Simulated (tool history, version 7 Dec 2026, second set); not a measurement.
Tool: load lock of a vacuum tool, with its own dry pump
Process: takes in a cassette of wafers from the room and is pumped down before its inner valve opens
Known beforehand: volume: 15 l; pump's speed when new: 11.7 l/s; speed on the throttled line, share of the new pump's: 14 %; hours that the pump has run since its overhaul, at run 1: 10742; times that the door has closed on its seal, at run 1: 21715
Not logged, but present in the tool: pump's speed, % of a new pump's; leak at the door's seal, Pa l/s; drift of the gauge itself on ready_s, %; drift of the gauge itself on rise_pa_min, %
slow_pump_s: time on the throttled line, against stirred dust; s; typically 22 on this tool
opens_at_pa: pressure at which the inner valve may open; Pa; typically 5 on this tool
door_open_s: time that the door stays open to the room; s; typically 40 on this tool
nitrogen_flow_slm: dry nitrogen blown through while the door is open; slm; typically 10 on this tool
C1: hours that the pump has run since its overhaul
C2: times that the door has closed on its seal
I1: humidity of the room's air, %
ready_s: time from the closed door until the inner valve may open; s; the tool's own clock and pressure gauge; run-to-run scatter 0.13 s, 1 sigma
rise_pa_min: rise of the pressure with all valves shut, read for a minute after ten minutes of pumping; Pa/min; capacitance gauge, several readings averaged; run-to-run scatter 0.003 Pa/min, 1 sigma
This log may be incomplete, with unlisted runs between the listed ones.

{"run": 1, "hour": 0.0, "slow_pump_s": 22, "opens_at_pa": 5, "door_open_s": 40, "nitrogen_flow_slm": 10, "C1": 10742, "C2": 21715, "I1": 44.5, "ready_s": 31.8, "rise_pa_min": 0.044}
{"run": 2, "hour": 149.6, "slow_pump_s": 22, "opens_at_pa": 5, "door_open_s": 40, "nitrogen_flow_slm": 26, "C1": 10891, "C2": 22178, "I1": 46.9, "ready_s": 31.7, "rise_pa_min": 0.032}
{"run": 3, "hour": 511.7, "slow_pump_s": 22, "opens_at_pa": 5, "door_open_s": 40, "nitrogen_flow_slm": 26, "C1": 11254, "C2": 23298, "I1": 46.1, "ready_s": 31.8, "rise_pa_min": 0.035}
{"run": 4, "hour": 879.1, "slow_pump_s": 22, "opens_at_pa": 5, "door_open_s": 130, "nitrogen_flow_slm": 10, "C1": 11621, "C2": 24434, "I1": 40.7, "ready_s": 31.7, "rise_pa_min": 0.076}
{"run": 5, "hour": 1034.5, "slow_pump_s": 22, "opens_at_pa": 5, "door_open_s": 130, "nitrogen_flow_slm": 10, "C1": 11776, "C2": 24915, "I1": 46.6, "ready_s": 31.8, "rise_pa_min": 0.091}
{"run": 6, "hour": 1397.0, "slow_pump_s": 22, "opens_at_pa": 9, "door_open_s": 40, "nitrogen_flow_slm": 10, "C1": 12139, "C2": 26036, "I1": 43.3, "ready_s": 30.9, "rise_pa_min": 0.048}
{"hour": 1458.4, "done": "door's seal changed, seat wiped"}
{"run": 7, "hour": 1551.8, "slow_pump_s": 22, "opens_at_pa": 9, "door_open_s": 40, "nitrogen_flow_slm": 10, "C1": 12292, "C2": 289, "I1": 46.2, "ready_s": 30.8, "rise_pa_min": 0.043}
{"run": 8, "hour": 1846.5, "slow_pump_s": 22, "opens_at_pa": 9, "door_open_s": 40, "nitrogen_flow_slm": 10, "C1": 12587, "C2": 1200, "I1": 46.6, "ready_s": 31, "rise_pa_min": 0.047}
{"run": 9, "hour": 2155.4, "slow_pump_s": 22, "opens_at_pa": 9, "door_open_s": 61, "nitrogen_flow_slm": 10, "C1": 12896, "C2": 2156, "I1": 46.3, "ready_s": 31.4, "rise_pa_min": 0.061}
{"run": 10, "hour": 2345.4, "slow_pump_s": 22, "opens_at_pa": 5, "door_open_s": 40, "nitrogen_flow_slm": 10, "C1": 13086, "C2": 2744, "I1": 43.6, "ready_s": 31.7, "rise_pa_min": 0.045}
{"run": 11, "hour": 2676.3, "slow_pump_s": 22, "opens_at_pa": 5, "door_open_s": 40, "nitrogen_flow_slm": 10, "C1": 13417, "C2": 3767, "I1": 47, "ready_s": 31.9, "rise_pa_min": 0.044}
{"run": 12, "hour": 2895.6, "slow_pump_s": 22, "opens_at_pa": 5, "door_open_s": 40, "nitrogen_flow_slm": 10, "C1": 13636, "C2": 4446, "I1": 42.2, "ready_s": 31.9, "rise_pa_min": 0.045}
{"run": 13, "hour": 3083.5, "slow_pump_s": 18, "opens_at_pa": 5, "door_open_s": 40, "nitrogen_flow_slm": 10, "C1": 13824, "C2": 5027, "I1": 45.9, "ready_s": 28.6, "rise_pa_min": 0.044}
{"run": 14, "hour": 3299.2, "slow_pump_s": 18, "opens_at_pa": 5, "door_open_s": 40, "nitrogen_flow_slm": 10, "C1": 14040, "C2": 5694, "I1": 43.1, "ready_s": 28.6, "rise_pa_min": 0.047}
{"run": 15, "hour": 3581.4, "slow_pump_s": 18, "opens_at_pa": 5, "door_open_s": 40, "nitrogen_flow_slm": 10, "C1": 14322, "C2": 6567, "I1": 44.1, "ready_s": 28.2, "rise_pa_min": 0.044}
{"run": 16, "hour": 3768.9, "slow_pump_s": 12, "opens_at_pa": 5, "door_open_s": 40, "nitrogen_flow_slm": 10, "C1": 14509, "C2": 7147, "I1": 41.3, "ready_s": 23.2, "rise_pa_min": 0.042}
{"run": 17, "hour": 4002.2, "slow_pump_s": 12, "opens_at_pa": 5, "door_open_s": 40, "nitrogen_flow_slm": 10, "C1": 14743, "C2": 7869, "I1": 47.8, "ready_s": 23.2, "rise_pa_min": 0.047}
{"run": 18, "hour": 4259.7, "slow_pump_s": 22, "opens_at_pa": 5, "door_open_s": 40, "nitrogen_flow_slm": 10, "C1": 15000, "C2": 8666, "I1": 46.1, "ready_s": 31.8, "rise_pa_min": 0.044}
{"run": 19, "hour": 4603.0, "slow_pump_s": 22, "opens_at_pa": 5, "door_open_s": 40, "nitrogen_flow_slm": 10, "C1": 15343, "C2": 9727, "I1": 46.6, "ready_s": 31.7, "rise_pa_min": 0.038}
{"run": 20, "hour": 4964.7, "slow_pump_s": 22, "opens_at_pa": 5, "door_open_s": 39, "nitrogen_flow_slm": 6, "C1": 15705, "C2": 10846, "I1": 44.3, "ready_s": 31.9, "rise_pa_min": 0.058}
{"run": 21, "hour": 5232.0, "slow_pump_s": 22, "opens_at_pa": 5, "door_open_s": 39, "nitrogen_flow_slm": 6, "C1": 15972, "C2": 11673, "I1": 46.2, "ready_s": 31.6, "rise_pa_min": 0.059}
{"run": 22, "hour": 5479.1, "slow_pump_s": 22, "opens_at_pa": 10, "door_open_s": 40, "nitrogen_flow_slm": 10, "C1": 16219, "C2": 12438, "I1": 45.9, "ready_s": 30.8, "rise_pa_min": 0.043}
{"run": 23, "hour": 5722.9, "slow_pump_s": 22, "opens_at_pa": 10, "door_open_s": 40, "nitrogen_flow_slm": 10, "C1": 16463, "C2": 13192, "I1": 46.1, "ready_s": 30.9, "rise_pa_min": 0.048}
{"run": 24, "hour": 6030.0, "slow_pump_s": 22, "opens_at_pa": 10, "door_open_s": 40, "nitrogen_flow_slm": 10, "C1": 16770, "C2": 14142, "I1": 45.9, "ready_s": 30.7, "rise_pa_min": 0.05}
{"run": 25, "hour": 6392.3, "slow_pump_s": 22, "opens_at_pa": 6, "door_open_s": 133, "nitrogen_flow_slm": 10, "C1": 17133, "C2": 15262, "I1": 47.4, "ready_s": 31.5, "rise_pa_min": 0.083}
{"run": 26, "hour": 6637.2, "slow_pump_s": 22, "opens_at_pa": 6, "door_open_s": 53, "nitrogen_flow_slm": 10, "C1": 17378, "C2": 16020, "I1": 45.5, "ready_s": 31.8, "rise_pa_min": 0.056}
{"run": 27, "hour": 6912.4, "slow_pump_s": 29, "opens_at_pa": 5, "door_open_s": 40, "nitrogen_flow_slm": 10, "C1": 17653, "C2": 16872, "I1": 46.1, "ready_s": 37.9, "rise_pa_min": 0.042}
{"run": 28, "hour": 7229.9, "slow_pump_s": 32, "opens_at_pa": 9, "door_open_s": 35, "nitrogen_flow_slm": 10, "C1": 17970, "C2": 17854, "I1": 43.5, "ready_s": 39.6, "rise_pa_min": 0.04}
{"run": 29, "hour": 7585.5, "slow_pump_s": 32, "opens_at_pa": 9, "door_open_s": 35, "nitrogen_flow_slm": 10, "C1": 18326, "C2": 18954, "I1": 47.4, "ready_s": 39.8, "rise_pa_min": 0.041}
{"run": 30, "hour": 7873.5, "slow_pump_s": 32, "opens_at_pa": 9, "door_open_s": 35, "nitrogen_flow_slm": 10, "C1": 18614, "C2": 19845, "I1": 47.5, "ready_s": 39.6, "rise_pa_min": 0.045}
{"run": 31, "hour": 8154.8, "slow_pump_s": 22, "opens_at_pa": 5, "door_open_s": 63, "nitrogen_flow_slm": 39, "C1": 18895, "C2": 20715, "I1": 42.4, "ready_s": 31.8, "rise_pa_min": 0.033}
{"hour": 8248.4, "done": "dry pump taken out, an overhauled one fitted"}
{"run": 32, "hour": 8421.4, "slow_pump_s": 22, "opens_at_pa": 5, "door_open_s": 63, "nitrogen_flow_slm": 39, "C1": 173, "C2": 21521, "I1": 42.7, "ready_s": 31.8, "rise_pa_min": 0.026}
{"run": 33, "hour": 8583.2, "slow_pump_s": 16, "opens_at_pa": 6, "door_open_s": 160, "nitrogen_flow_slm": 16, "C1": 335, "C2": 22021, "I1": 46.3, "ready_s": 26.4, "rise_pa_min": 0.078}
{"run": 34, "hour": 8813.7, "slow_pump_s": 16, "opens_at_pa": 6, "door_open_s": 160, "nitrogen_flow_slm": 16, "C1": 565, "C2": 22734, "I1": 46.3, "ready_s": 26.3, "rise_pa_min": 0.075}
{"run": 35, "hour": 9170.7, "slow_pump_s": 16, "opens_at_pa": 6, "door_open_s": 160, "nitrogen_flow_slm": 16, "C1": 922, "C2": 23839, "I1": 47.6, "ready_s": 26.2, "rise_pa_min": 0.073}
{"run": 36, "hour": 9430.9, "slow_pump_s": 29, "opens_at_pa": 6, "door_open_s": 124, "nitrogen_flow_slm": 45, "C1": 1183, "C2": 24644, "I1": 40.7, "ready_s": 37.4, "rise_pa_min": 0.033}

What if the next run were any one of these 3? Each begins from the tool's condition after run 36:
{"run": "A", "hour": 9698.0, "slow_pump_s": 22, "opens_at_pa": 5, "door_open_s": 40, "nitrogen_flow_slm": 11, "C1": 1450, "C2": 25470, "I1": 46.5, "ready_s": "?", "rise_pa_min": "?"}
{"run": "B", "hour": 9698.0, "slow_pump_s": 12, "opens_at_pa": 5, "door_open_s": 176, "nitrogen_flow_slm": 45, "C1": 1450, "C2": 25470, "I1": 49.3, "ready_s": "?", "rise_pa_min": "?"}
{"run": "C", "hour": 9698.0, "slow_pump_s": 22, "opens_at_pa": 5, "door_open_s": 133, "nitrogen_flow_slm": 9, "C1": 1450, "C2": 25470, "I1": 42.6, "ready_s": "?", "rise_pa_min": "?"}

run=A ready_s=32 rise_pa_min=0.046
run=B ready_s=23.2 rise_pa_min=0.045
run=C ready_s=31.8 rise_pa_min=0.087
The same runs, with their run-to-run variation unchanged, on a tool lacking any hidden condition would have given:
run=A ready_s=32 rise_pa_min=0.044
run=B ready_s=23.2 rise_pa_min=0.043
run=C ready_s=31.8 rise_pa_min=0.085
